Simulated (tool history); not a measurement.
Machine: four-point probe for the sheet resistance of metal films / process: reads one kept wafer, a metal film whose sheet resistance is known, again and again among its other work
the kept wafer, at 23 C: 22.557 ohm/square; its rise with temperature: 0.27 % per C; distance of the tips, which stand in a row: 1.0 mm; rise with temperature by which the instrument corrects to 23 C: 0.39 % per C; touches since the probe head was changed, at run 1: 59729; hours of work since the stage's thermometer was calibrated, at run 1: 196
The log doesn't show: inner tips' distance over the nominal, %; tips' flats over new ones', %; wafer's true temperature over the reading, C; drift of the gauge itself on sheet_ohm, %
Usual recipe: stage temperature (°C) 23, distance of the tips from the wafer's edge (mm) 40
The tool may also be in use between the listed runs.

run   hour  stage temperature (°C)  distance of the tips from the wafer's edge (mm)  touches since the probe head was changed  hours of work since the stage's thermometer was calibrated  sheet resistance as the instrument gives it (ohm/square)
  1    0.0                      23                                               40                                     59729                                                         196                                                 22.567410
  2   25.1                      23                                               40                                     61465                                                         216                                                 22.562837
  3   48.6                      23                                               40                                     63088                                                         234                                                 22.559701
  4   75.3                      23                                               40                                     64927                                                         255                                                 22.568367
  5   94.2                      23                                               40                                     66239                                                         270                                                 22.573123
  6  115.6                      32                                               40                                     67712                                                         287                                                 22.340340
  7  131.3                      32                                               40                                     68802                                                         300                                                 22.334302
  8  151.4                      32                                               40                                     70184                                                         316                                                 22.328204
  9  164.2                      32                                               40                                     71073                                                         326                                                 22.334670
 10  178.5                      32                                               40                                     72060                                                         337                                                 22.332471
 11  191.0                      32                                                4                                     72927                                                         347                                                 23.051385
 12  217.3                      29                                                4                                     74740                                                         368                                                 23.132221
 13  228.8                      23                                               40                                     75537                                                         377                                                 22.565316
 14  241.8                      23                                               40                                     76435                                                         387                                                 22.572591
 15  260.4                      23                                               40                                     77720                                                         402                                                 22.561014
 16  274.0                      19                                               40                                     78656                                                         412                                                 22.678744
 17  295.7                      26                                               40                                     80159                                                         430                                                 22.488869
 18  320.7                      26                                               40                                     81886                                                         449                                                 22.486026
 19  341.3                      33                                               70                                     83307                                                         466                                                 22.312615
 20  361.8                      29                                               40                                     84725                                                         482                                                 22.413497
 21  382.4                      29                                               40                                     86144                                                         498                                                 22.413108
 22  401.0                      34                                               40                                     87428                                                         513                                                 22.287917
 23  413.0                      20                                               27                                     88263                                                         522                                                 22.662580
 24  431.4                      20                                               27                                     89532                                                         537                                                 22.658613
 25  447.7                      24                                               20                                     90653                                                         550                                                 22.559669
     468.7  -- new probe head fitted
 26  468.7                      25                                               13                                         0                                                         565                                                 22.578621
 27  488.2                      23                                               17                                      1348                                                         581                                                 22.599452
 28  502.7                      24                                                7                                      2346                                                         592                                                 22.770159
 29  524.1                      32                                               48                                      3824                                                         609                                                 22.335774
 30  545.0                      32                                               48                                      5275                                                         626                                                 22.331004
 31  558.4                      19                                               53                                      6196                                                         636                                                 22.674965
 32  579.2                      30                                               26                                      7633                                                         653                                                 22.392477
 33  593.1                      19                                               40                                      8591                                                         664                                                 22.672333

Hidden condition of the tool, last listed run before each entry between runs versus first listed run after:
After run 25, before run 26: new probe head fitted (hour 468.7)
  inner tips' distance over the nominal, %: 0.013 -> -0.003; tips' flats over new ones', %: 1 -> 0
